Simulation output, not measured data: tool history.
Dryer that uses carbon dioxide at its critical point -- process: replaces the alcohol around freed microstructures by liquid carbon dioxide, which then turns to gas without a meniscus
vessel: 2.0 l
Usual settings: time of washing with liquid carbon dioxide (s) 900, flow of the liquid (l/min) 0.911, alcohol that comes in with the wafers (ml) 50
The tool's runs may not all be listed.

| run | hour | time of washing with liquid carbon dioxide (s) | flow of the liquid (l/min) | alcohol that comes in with the wafers (ml) | alcohol left in the vessel before it's heated (ppm by volume) |
|---|---|---|---|---|---|
| 1 | 0.0 | 900 | 0.911 | 50 | 57 |
| 2 | 12.7 | 900 | 0.911 | 50 | 64 |
| 3 | 24.1 | 900 | 0.911 | 50 | 53 |
| 4 | 37.6 | 900 | 0.911 | 50 | 52 |
| 5 | 50.9 | 900 | 0.911 | 50 | 55 |
| 6 | 59.7 | 900 | 0.911 | 50 | 65 |
| 7 | 71.5 | 900 | 0.911 | 50 | 62 |
| 8 | 83.9 | 900 | 0.911 | 50 | 63 |
| 9 | 98.1 | 900 | 0.911 | 50 | 79 |
| 10 | 105.9 | 900 | 0.911 | 50 | 60 |
| 11 | 115.7 | 900 | 1.289 | 50 | 26 |
| 12 | 125.2 | 900 | 1.289 | 50 | 20 |
| 13 | 138.0 | 840 | 0.911 | 50 | 80 |
| 14 | 146.6 | 900 | 0.911 | 71 | 90 |
| 15 | 154.8 | 900 | 0.911 | 71 | 80 |
| 16 | 165.7 | 900 | 0.911 | 71 | 93 |
| 17 | 173.0 | 900 | 0.911 | 60 | 78 |
| 18 | 181.3 | 900 | 0.608 | 50 | 439 |
| 19 | 192.5 | 900 | 0.608 | 50 | 439 |
| 20 | 203.7 | 900 | 0.608 | 50 | 439 |
| 21 | 212.1 | 900 | 0.608 | 50 | 430 |
| 22 | 223.6 | 900 | 0.608 | 50 | 446 |
| 23 | 232.8 | 900 | 0.608 | 50 | 452 |
| 24 | 244.6 | 900 | 0.608 | 50 | 462 |
| 25 | 252.6 | 900 | 1.209 | 96 | 30 |
| 26 | 262.5 | 1200 | 1.402 | 23 | 23 |
| 27 | 272.9 | 900 | 1.474 | 65 | 29 |
| 28 | 280.5 | 900 | 1.474 | 65 | 33 |
| 29 | 294.8 | 900 | 1.474 | 65 | 30 |
| 30 | 308.7 | 720 | 1.038 | 22 | 62 |
| 31 | 322.7 | 900 | 1.482 | 106 | 32 |
| 32 | 335.1 | 720 | 0.602 | 50 | 1007 |
| 33 | 344.2 | 720 | 0.602 | 50 | 1051 |
| 34 | 357.5 | 960 | 1.311 | 25 | 32 |
| 35 | 368.3 | 960 | 1.311 | 25 | 32 |
| 36 | 377.7 | 1320 | 0.911 | 39 | 40 |
| 37 | 386.0 | 1320 | 0.911 | 60 | 36 |
| 38 | 396.9 | 1320 | 0.911 | 60 | 37 |
|  | 405.7 | inlet filter changed |
| 39 | 406.6 | 1320 | 0.718 | 50 | 47 |
| 40 | 415.0 | 1320 | 0.718 | 50 | 41 |
| 41 | 421.0 | 540 | 0.965 | 47 | 374 |
| 42 | 432.8 | 600 | 0.742 | 75 | 1157 |
| 43 | 438.7 | 1260 | 1.139 | 61 | 37 |
| 44 | 447.3 | 1260 | 1.139 | 61 | 28 |
| 45 | 455.5 | 600 | 1.390 | 22 | 43 |
| 46 | 468.9 | 960 | 0.943 | 56 | 53 |

4 ways to go on from here, each from the tool as it stands after run 46. What would each give?
| A | 482.7 | 1020 | 0.911 | 50 | ? |
| B | 482.7 | 900 | 0.661 | 88 | ? |
| C | 482.7 | 960 | 0.943 | 110 | ? |
| D | 482.7 | 1020 | 1.542 | 116 | ? |

| run | alcohol left in the vessel before it's heated (ppm by volume) |
|---|---|
| A | 50 |
| B | 432 |
| C | 70 |
| D | 43 |
The same runs, with their run-to-run variation unchanged, on a tool lacking any hidden condition would have given:
| run | alcohol left in the vessel before it's heated (ppm by volume) |
|---|---|
| A | 18 |
| B | 388 |
| C | 38 |
| D | 12 |

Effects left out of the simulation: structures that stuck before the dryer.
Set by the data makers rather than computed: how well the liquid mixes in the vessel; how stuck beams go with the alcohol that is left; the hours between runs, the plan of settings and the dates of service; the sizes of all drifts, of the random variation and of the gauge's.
